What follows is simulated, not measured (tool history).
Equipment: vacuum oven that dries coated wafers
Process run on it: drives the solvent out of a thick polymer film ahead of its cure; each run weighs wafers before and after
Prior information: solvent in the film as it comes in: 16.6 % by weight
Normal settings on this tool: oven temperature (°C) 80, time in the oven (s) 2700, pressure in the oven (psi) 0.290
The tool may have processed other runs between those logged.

run 1 hour=0.0 | oven_temperature_(°C)=80 time_in_the_oven_(s)=2700 pressure_in_the_oven_(psi)=0.290 | solvent_left_in_the_film_(%)=1.334
run 2 hour=68.1 | oven_temperature_(°C)=80 time_in_the_oven_(s)=2700 pressure_in_the_oven_(psi)=0.170 | solvent_left_in_the_film_(%)=1.005
run 3 hour=147.5 | oven_temperature_(°C)=80 time_in_the_oven_(s)=1680 pressure_in_the_oven_(psi)=0.290 | solvent_left_in_the_film_(%)=2.480
run 4 hour=212.1 | oven_temperature_(°C)=80 time_in_the_oven_(s)=2700 pressure_in_the_oven_(psi)=0.467 | solvent_left_in_the_film_(%)=1.808
run 5 hour=266.9 | oven_temperature_(°C)=80 time_in_the_oven_(s)=2700 pressure_in_the_oven_(psi)=0.467 | solvent_left_in_the_film_(%)=1.800
run 6 hour=382.1 | oven_temperature_(°C)=80 time_in_the_oven_(s)=2700 pressure_in_the_oven_(psi)=0.467 | solvent_left_in_the_film_(%)=1.788
run 7 hour=481.1 | oven_temperature_(°C)=91 time_in_the_oven_(s)=1380 pressure_in_the_oven_(psi)=0.975 | solvent_left_in_the_film_(%)=2.431
run 8 hour=572.6 | oven_temperature_(°C)=91 time_in_the_oven_(s)=1380 pressure_in_the_oven_(psi)=0.975 | solvent_left_in_the_film_(%)=2.431
run 9 hour=641.4 | oven_temperature_(°C)=94 time_in_the_oven_(s)=2520 pressure_in_the_oven_(psi)=0.357 | solvent_left_in_the_film_(%)=0.642
run 10 hour=720.0 | oven_temperature_(°C)=94 time_in_the_oven_(s)=2520 pressure_in_the_oven_(psi)=0.454 | solvent_left_in_the_film_(%)=0.798
run 11 hour=808.0 | oven_temperature_(°C)=71 time_in_the_oven_(s)=4740 pressure_in_the_oven_(psi)=0.290 | solvent_left_in_the_film_(%)=1.579

Each row is a separate what-if for the run after 11, all from the same tool condition, not one after another. Results?
run A hour=912.4 | oven_temperature_(°C)=87 time_in_the_oven_(s)=4740 pressure_in_the_oven_(psi)=0.290 | solvent_left_in_the_film_(%)=?
run B hour=912.4 | oven_temperature_(°C)=77 time_in_the_oven_(s)=1740 pressure_in_the_oven_(psi)=0.468 | solvent_left_in_the_film_(%)=?
run C hour=912.4 | oven_temperature_(°C)=87 time_in_the_oven_(s)=3540 pressure_in_the_oven_(psi)=0.638 | solvent_left_in_the_film_(%)=?
run D hour=912.4 | oven_temperature_(°C)=80 time_in_the_oven_(s)=2700 pressure_in_the_oven_(psi)=0.379 | solvent_left_in_the_film_(%)=?

run=A solvent_left_in_the_film_(%)=0.675
run=B solvent_left_in_the_film_(%)=3.443
run=C solvent_left_in_the_film_(%)=1.403
run=D solvent_left_in_the_film_(%)=1.550
What these runs would have given with no unlogged condition in the tool:
run=A solvent_left_in_the_film_(%)=0.644
run=B solvent_left_in_the_film_(%)=3.597
run=C solvent_left_in_the_film_(%)=1.405
run=D solvent_left_in_the_film_(%)=1.593

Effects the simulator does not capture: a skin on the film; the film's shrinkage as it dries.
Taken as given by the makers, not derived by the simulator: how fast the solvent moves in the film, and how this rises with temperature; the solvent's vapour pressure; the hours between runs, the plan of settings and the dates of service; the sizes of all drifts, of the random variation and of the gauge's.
